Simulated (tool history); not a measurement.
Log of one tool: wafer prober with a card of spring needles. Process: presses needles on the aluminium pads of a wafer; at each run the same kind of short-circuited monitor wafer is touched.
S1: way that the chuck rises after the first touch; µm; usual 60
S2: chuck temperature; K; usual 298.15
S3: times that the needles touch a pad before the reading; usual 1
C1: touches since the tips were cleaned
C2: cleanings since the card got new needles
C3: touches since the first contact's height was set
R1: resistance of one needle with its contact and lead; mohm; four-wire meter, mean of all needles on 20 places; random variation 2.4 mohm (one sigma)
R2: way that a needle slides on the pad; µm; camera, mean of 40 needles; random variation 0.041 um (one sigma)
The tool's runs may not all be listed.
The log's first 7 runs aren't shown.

-- hour=62 height of the first contact set anew
run 8 hour=70.4 | S1=60 S2=298.15 S3=1 | C1=6608 C2=22 C3=2537 | R1=275 R2=10.77
-- hour=72.1 tips cleaned on abrasive film
run 9 hour=77.9 | S1=60 S2=308.15 S3=1 | C1=1735 C2=23 C3=4729 | R1=278 R2=10.75
run 10 hour=86.7 | S1=60 S2=312.15 S3=1 | C1=4382 C2=23 C3=7376 | R1=282 R2=10.82
-- hour=95.4 tips cleaned on abrasive film
run 11 hour=99.9 | S1=60 S2=312.15 S3=1 | C1=1343 C2=24 C3=11278 | R1=277 R2=10.68
run 12 hour=105.9 | S1=60 S2=312.15 S3=1 | C1=3149 C2=24 C3=13084 | R1=283 R2=10.8
-- hour=118.9 tips cleaned on abrasive film
run 13 hour=118.9 | S1=60 S2=312.15 S3=1 | C1=0 C2=25 C3=16953 | R1=277 R2=10.71
run 14 hour=131.8 | S1=60 S2=371.15 S3=1 | C1=3859 C2=25 C3=20812 | R1=300 R2=10.73
run 15 hour=139.8 | S1=60 S2=371.15 S3=1 | C1=6231 C2=25 C3=23184 | R1=305 R2=10.68
-- hour=142.3 tips cleaned on abrasive film
run 16 hour=147.7 | S1=60 S2=371.15 S3=1 | C1=1613 C2=26 C3=25537 | R1=306 R2=10.68
run 17 hour=158.6 | S1=60 S2=371.15 S3=1 | C1=4856 C2=26 C3=28780 | R1=299 R2=10.8
-- hour=166 tips cleaned on abrasive film
run 18 hour=170.2 | S1=60 S2=371.15 S3=1 | C1=1246 C2=27 C3=32236 | R1=296 R2=10.75
run 19 hour=183.9 | S1=55 S2=307.15 S3=1 | C1=5335 C2=27 C3=36325 | R1=279 R2=9.77
-- hour=189.1 tips cleaned on abrasive film
run 20 hour=190.6 | S1=55 S2=338.15 S3=2 | C1=427 C2=28 C3=38294 | R1=290 R2=9.77
run 21 hour=202 | S1=55 S2=338.15 S3=2 | C1=3842 C2=28 C3=41709 | R1=291 R2=9.83
-- hour=212.4 tips cleaned on abrasive film
run 22 hour=213.4 | S1=55 S2=338.15 S3=2 | C1=309 C2=29 C3=45106 | R1=288 R2=9.81
run 23 hour=223.3 | S1=79 S2=327.15 S3=2 | C1=3273 C2=29 C3=48070 | R1=281 R2=14.02
run 24 hour=233.3 | S1=60 S2=355.15 S3=2 | C1=6253 C2=29 C3=51050 | R1=296 R2=10.69
-- hour=235.9 tips cleaned on abrasive film
run 25 hour=240.3 | S1=60 S2=362.15 S3=2 | C1=1318 C2=30 C3=53117 | R1=300 R2=10.76
run 26 hour=247.9 | S1=60 S2=362.15 S3=1 | C1=3589 C2=30 C3=55388 | R1=296 R2=10.74
-- hour=260 tips cleaned on abrasive film
run 27 hour=260.9 | S1=50 S2=322.15 S3=1 | C1=292 C2=31 C3=59264 | R1=287 R2=8.92
run 28 hour=273.5 | S1=50 S2=322.15 S3=1 | C1=4053 C2=31 C3=63025 | R1=287 R2=9.02
-- hour=283.4 tips cleaned on abrasive film
run 29 hour=285.3 | S1=50 S2=322.15 S3=1 | C1=574 C2=32 C3=66530 | R1=291 R2=8.91
run 30 hour=294.5 | S1=79 S2=387.15 S3=2 | C1=3332 C2=32 C3=69288 | R1=299 R2=14.06

Forecast run 31:
-- hour=307 tips cleaned on abrasive film
run 31 hour=308.4 | S1=60 S2=326.15 S3=1 | C1=417 C2=33 C3=73388 | R1=? R2=?

{"run 31": {"R1": 286, "R2": 10.69}}
Without the tool's hidden state the same run would have given R1 285 mohm, R2 10.69 µm.
